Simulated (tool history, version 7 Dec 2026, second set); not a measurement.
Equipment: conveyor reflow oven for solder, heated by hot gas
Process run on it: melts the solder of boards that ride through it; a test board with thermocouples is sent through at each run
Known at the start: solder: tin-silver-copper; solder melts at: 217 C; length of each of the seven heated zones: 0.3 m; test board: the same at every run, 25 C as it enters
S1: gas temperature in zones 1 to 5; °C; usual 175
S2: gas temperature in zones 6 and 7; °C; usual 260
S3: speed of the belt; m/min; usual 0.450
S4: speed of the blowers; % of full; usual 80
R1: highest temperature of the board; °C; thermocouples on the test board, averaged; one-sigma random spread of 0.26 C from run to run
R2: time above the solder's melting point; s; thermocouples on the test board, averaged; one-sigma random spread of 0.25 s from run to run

| run | hour | S1 | S2 | S3 | S4 | R1 | R2 |
|---|---|---|---|---|---|---|---|
| 1 | 0.0 | 175 | 260 | 0.450 | 80 | 248.6 | 59.5 |
| 2 | 4.5 | 175 | 260 | 0.450 | 80 | 248.3 | 58.8 |
| 3 | 8.8 | 175 | 260 | 0.450 | 80 | 248.0 | 59.0 |
| 4 | 13.4 | 175 | 260 | 0.450 | 80 | 248.4 | 58.9 |
| 5 | 23.2 | 175 | 260 | 0.450 | 54 | 241.0 | 48.8 |
| 6 | 32.2 | 175 | 260 | 0.450 | 75 | 246.8 | 57.6 |
| 7 | 41.0 | 175 | 260 | 0.532 | 80 | 242.9 | 44.5 |
| 8 | 49.9 | 175 | 260 | 0.532 | 80 | 243.2 | 44.4 |
| 9 | 56.5 | 175 | 260 | 0.532 | 80 | 243.2 | 44.5 |
| 10 | 65.5 | 175 | 260 | 0.532 | 80 | 243.2 | 44.2 |
| 11 | 72.6 | 175 | 269 | 0.450 | 80 | 255.8 | 64.2 |
| 12 | 80.3 | 175 | 269 | 0.450 | 80 | 255.7 | 64.3 |
| 13 | 90.3 | 175 | 269 | 0.450 | 86 | 257.2 | 65.1 |
| 14 | 95.1 | 175 | 269 | 0.450 | 86 | 256.6 | 65.3 |
| 15 | 100.5 | 175 | 269 | 0.450 | 86 | 257.0 | 65.6 |
| 16 | 110.3 | 175 | 269 | 0.450 | 86 | 256.3 | 64.8 |
| 17 | 118.5 | 167 | 258 | 0.525 | 80 | 239.6 | 39.8 |
| 18 | 126.3 | 168 | 249 | 0.418 | 61 | 234.6 | 43.1 |
| 19 | 134.8 | 175 | 266 | 0.450 | 62 | 247.7 | 57.0 |
| 20 | 141.3 | 175 | 260 | 0.387 | 80 | 250.8 | 72.4 |
| 21 | 149.1 | 186 | 261 | 0.450 | 51 | 242.7 | 54.7 |
| 22 | 155.9 | 174 | 275 | 0.432 | 88 | 263.0 | 71.4 |
| 23 | 161.3 | 174 | 272 | 0.395 | 62 | 256.7 | 73.1 |
| 24 | 166.6 | 174 | 272 | 0.395 | 62 | 256.8 | 73.2 |
| 25 | 176.9 | 180 | 260 | 0.452 | 80 | 247.9 | 59.9 |
| 26 | 183.0 | 170 | 267 | 0.412 | 59 | 249.8 | 61.8 |
| 27 | 189.9 | 169 | 260 | 0.450 | 86 | 247.3 | 56.4 |
| 28 | 197.8 | 169 | 260 | 0.439 | 86 | 248.1 | 58.6 |
| 29 | 206.1 | 175 | 250 | 0.450 | 56 | 232.2 | 37.4 |
| 30 | 211.4 | 175 | 250 | 0.450 | 56 | 232.1 | 38.1 |
| 31 | 218.3 | 175 | 270 | 0.534 | 80 | 250.1 | 49.0 |

A few steps of R1 between consecutive runs. Split each: what settings, incoming material and random variation would produce without the hidden state, and what is left over for the hidden state, along with gauge scatter present in only one of the two compared results (measured, and without hidden state):
Hidden state present: heat that the gas passes to the board, % of a clean oven's; belt's true speed, % of the reading; true gas temperature in zones 6 and 7 over the reading, C; drift of the gauge itself on peak_c, C; drift of the gauge itself on liquid_s, %.
Run 16 -> 17: S1 175 -> 167, S2 269 -> 258, S3 0.450 -> 0.525, S4 86 -> 80. R1 -16.7 °C: hidden state -0.5, all else -16.2.
Run 17 -> 18: S1 167 -> 168, S2 258 -> 249, S3 0.525 -> 0.418, S4 80 -> 61. R1 -5.0 °C: hidden state +1.0, all else -6.0.
Run 21 -> 22: S1 186 -> 174, S2 261 -> 275, S3 0.450 -> 0.432, S4 51 -> 88. R1 +20.3 °C: hidden state -1.0, all else +21.3.
Run 30 -> 31: S2 250 -> 270, S3 0.450 -> 0.534, S4 56 -> 80. R1 +18.0 °C: hidden state -1.4, all else +19.4.

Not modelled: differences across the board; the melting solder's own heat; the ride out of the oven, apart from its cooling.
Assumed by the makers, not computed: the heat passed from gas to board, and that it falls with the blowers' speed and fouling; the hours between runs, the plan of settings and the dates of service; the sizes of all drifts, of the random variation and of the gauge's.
